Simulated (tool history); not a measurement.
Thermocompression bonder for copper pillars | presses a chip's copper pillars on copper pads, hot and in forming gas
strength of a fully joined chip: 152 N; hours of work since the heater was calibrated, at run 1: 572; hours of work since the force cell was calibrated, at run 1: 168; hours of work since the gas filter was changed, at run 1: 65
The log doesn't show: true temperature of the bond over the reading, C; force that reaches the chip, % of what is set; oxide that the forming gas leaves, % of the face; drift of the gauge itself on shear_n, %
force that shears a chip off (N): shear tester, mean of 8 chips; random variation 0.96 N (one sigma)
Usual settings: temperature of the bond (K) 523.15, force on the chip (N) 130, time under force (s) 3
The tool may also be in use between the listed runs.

| run | hour | temperature of the bond (K) | force on the chip (N) | time under force (s) | hours of work since the heater was calibrated | hours of work since the force cell was calibrated | hours of work since the gas filter was changed | force that shears a chip off (N) |
|---|---|---|---|---|---|---|---|---|
| 1 | 0 | 523.15 | 130 | 3 | 572 | 168 | 65 | 77.1 |
| 2 | 58.3 | 523.15 | 130 | 3 | 607 | 203 | 99 | 76.2 |
| 3 | 139 | 523.15 | 130 | 3 | 655 | 251 | 147 | 75.5 |
| 4 | 226.6 | 523.15 | 130 | 3 | 706 | 303 | 199 | 72.9 |
| 5 | 305.7 | 523.15 | 130 | 3 | 753 | 349 | 246 | 73.4 |
| 6 | 394.7 | 523.15 | 130 | 3 | 806 | 402 | 298 | 70.3 |
| 7 | 477.3 | 523.15 | 130 | 3 | 855 | 451 | 347 | 69.3 |
| 8 | 572.8 | 523.15 | 130 | 3 | 912 | 508 | 404 | 70.4 |
| 9 | 617 | 523.15 | 130 | 3 | 938 | 534 | 430 | 68.4 |
|  | 666.2 | forming gas filter changed |
| 10 | 676.9 | 523.15 | 130 | 3 | 973 | 569 | 6 | 75.1 |
| 11 | 770.1 | 523.15 | 87 | 3 | 1028 | 624 | 62 | 57.8 |
| 12 | 830.6 | 523.15 | 103 | 3 | 1064 | 660 | 97 | 62.3 |
| 13 | 895.7 | 523.15 | 130 | 3 | 1103 | 699 | 136 | 71.7 |
| 14 | 975.6 | 523.15 | 130 | 7 | 1150 | 746 | 183 | 93.1 |
| 15 | 1051.1 | 523.15 | 130 | 7 | 1195 | 791 | 228 | 91.2 |
| 16 | 1110.4 | 523.15 | 130 | 7 | 1230 | 826 | 263 | 91.1 |
| 17 | 1205.7 | 523.15 | 130 | 7 | 1286 | 882 | 320 | 87.5 |
| 18 | 1249.8 | 523.15 | 130 | 3 | 1312 | 908 | 346 | 66.2 |
| 19 | 1292.8 | 523.15 | 130 | 3 | 1338 | 934 | 371 | 66.1 |
| 20 | 1366.4 | 523.15 | 130 | 3 | 1381 | 977 | 415 | 65 |
|  | 1395.9 | heater calibrated with a thermocouple chip |
| 21 | 1419.4 | 499.15 | 174 | 3 | 14 | 1008 | 445 | 58.1 |
|  | 1441.5 | forming gas filter changed |
| 22 | 1492.1 | 499.15 | 174 | 3 | 57 | 1050 | 30 | 64.2 |
| 23 | 1552.3 | 548.15 | 112 | 3 | 92 | 1086 | 66 | 99.4 |
| 24 | 1637.8 | 543.15 | 161 | 4 | 143 | 1137 | 116 | 114.9 |
| 25 | 1711.6 | 523.15 | 130 | 7 | 187 | 1180 | 160 | 99.3 |
| 26 | 1803.3 | 530.15 | 129 | 7 | 241 | 1235 | 214 | 103.3 |
| 27 | 1844.4 | 526.15 | 111 | 2 | 265 | 1259 | 239 | 60.3 |
| 28 | 1900.7 | 546.15 | 111 | 2 | 299 | 1292 | 272 | 79 |
| 29 | 1943.9 | 512.15 | 113 | 8 | 324 | 1318 | 298 | 78.6 |
| 30 | 2017.3 | 523.15 | 90 | 3 | 368 | 1361 | 341 | 56.5 |
| 31 | 2102.4 | 527.15 | 86 | 3 | 418 | 1412 | 391 | 58.1 |
| 32 | 2193.8 | 527.15 | 86 | 3 | 472 | 1466 | 446 | 56.6 |
|  | 2214.5 | forming gas filter changed |
| 33 | 2252.5 | 537.15 | 151 | 3 | 507 | 1500 | 23 | 98.5 |
| 34 | 2349.8 | 498.15 | 167 | 3 | 564 | 1558 | 80 | 56.7 |
| 35 | 2414.3 | 498.15 | 167 | 3 | 603 | 1596 | 118 | 56.3 |
| 36 | 2503.8 | 550.15 | 152 | 3 | 656 | 1649 | 171 | 109.5 |
| 37 | 2602.9 | 523.15 | 80 | 9 | 714 | 1708 | 230 | 76.8 |
| 38 | 2648.3 | 539.15 | 143 | 3 | 741 | 1735 | 257 | 90.1 |

Forecast each of these 3 alternatives for the next run:
|  | 2687.3 | force cell calibrated |
| A | 2712.1 | 539.15 | 81 | 3 | 778 | 15 | 294 | ? |
|  | 2687.3 | force cell calibrated |
| B | 2712.1 | 493.15 | 130 | 3 | 778 | 15 | 294 | ? |
|  | 2687.3 | force cell calibrated |
| C | 2712.1 | 523.15 | 176 | 2 | 778 | 15 | 294 | ? |

| run | force that shears a chip off (N) |
|---|---|
| A | 69.4 |
| B | 43.3 |
| C | 73.4 |
Without the tool's hidden state the same runs would have given:
| run | force that shears a chip off (N) |
|---|---|
| A | 78.9 |
| B | 50.4 |
| C | 83.5 |

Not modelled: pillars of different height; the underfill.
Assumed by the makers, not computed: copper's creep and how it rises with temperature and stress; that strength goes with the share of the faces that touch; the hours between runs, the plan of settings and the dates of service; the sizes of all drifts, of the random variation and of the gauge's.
